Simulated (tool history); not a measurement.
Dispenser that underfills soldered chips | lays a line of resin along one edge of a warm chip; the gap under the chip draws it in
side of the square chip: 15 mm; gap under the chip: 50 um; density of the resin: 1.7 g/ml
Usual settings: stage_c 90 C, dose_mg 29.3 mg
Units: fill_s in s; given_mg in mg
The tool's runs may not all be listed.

run,hour,stage_c,dose_mg,fill_s,given_mg
1,0.0,90,29.3,276.3,28.84
2,6.3,90,29.3,357.1,28.97
3,11.5,90,29.3,279.1,28.58
4,14.2,90,29.3,323.1,28.71
5,17.2,90,29.3,363.7,28.65
6,21.9,90,29.3,282.7,28.67
7,26.5,76,29.3,588.8,28.40
8,32.7,76,29.3,513.2,28.41
9,36.0,90,26.5,344.3,25.67
10,43.0,103,33.2,178.8,32.24
11,47.1,97,25.5,273.5,24.75
12,52.9,97,25.5,221.1,24.59
13,56.8,97,25.5,259.9,24.52
14,60.3,88,29.1,408.3,28.05
15,66.0,78,32.4,485.2,31.27
16,70.7,78,32.4,584.3,30.98

Taken out of this log: 6 entries between the listed runs. Where each belongs, and how the hidden state differs across it:
Between runs 2 and 3: new syringe of resin (hour 8.6)
  resin's viscosity, % of fresh resin's: 139.1 -> 111.6; dose that the valve gives, % of what is set: 98.01 -> 97.84; true chip temperature over the reading, C: 0.42 -> 0.44
  measured less the result without the state, fill_s: +97.2 -> +25.6 s; given_mg: -0.59 -> -0.63 mg
Between runs 5 and 6: new syringe of resin (hour 19.1)
  resin's viscosity, % of fresh resin's: 141.8 -> 111.3; dose that the valve gives, % of what is set: 97.68 -> 97.54; true chip temperature over the reading, C: 0.46 -> 0.47
  measured less the result without the state, fill_s: +103.8 -> +25.3 s; given_mg: -0.68 -> -0.72 mg
Between runs 7 and 8: new syringe of resin (hour 29.7)
  resin's viscosity, % of fresh resin's: 134.9 -> 115; dose that the valve gives, % of what is set: 97.39 -> 97.2; true chip temperature over the reading, C: 0.48 -> 0.5
  measured less the result without the state, fill_s: +145.6 -> +60.0 s; given_mg: -0.76 -> -0.82 mg
Between runs 9 and 10: new syringe of resin (hour 40.3)
  resin's viscosity, % of fresh resin's: 132.5 -> 112.5; dose that the valve gives, % of what is set: 97.1 -> 96.88; true chip temperature over the reading, C: 0.51 -> 0.53
  measured less the result without the state, fill_s: +81.2 -> +17.4 s; given_mg: -0.77 -> -1.04 mg
Between runs 11 and 12: new syringe of resin (hour 50.8)
  resin's viscosity, % of fresh resin's: 133.3 -> 109.3; dose that the valve gives, % of what is set: 96.75 -> 96.57; true chip temperature over the reading, C: 0.54 -> 0.56
  measured less the result without the state, fill_s: +66.2 -> +16.9 s; given_mg: -0.83 -> -0.88 mg
Between runs 14 and 15: new syringe of resin (hour 61.4)
  resin's viscosity, % of fresh resin's: 148.8 -> 122.6; dose that the valve gives, % of what is set: 96.32 -> 96.13; true chip temperature over the reading, C: 0.58 -> 0.59
  measured less the result without the state, fill_s: +129.5 -> +81.4 s; given_mg: -1.07 -> -1.26 mg
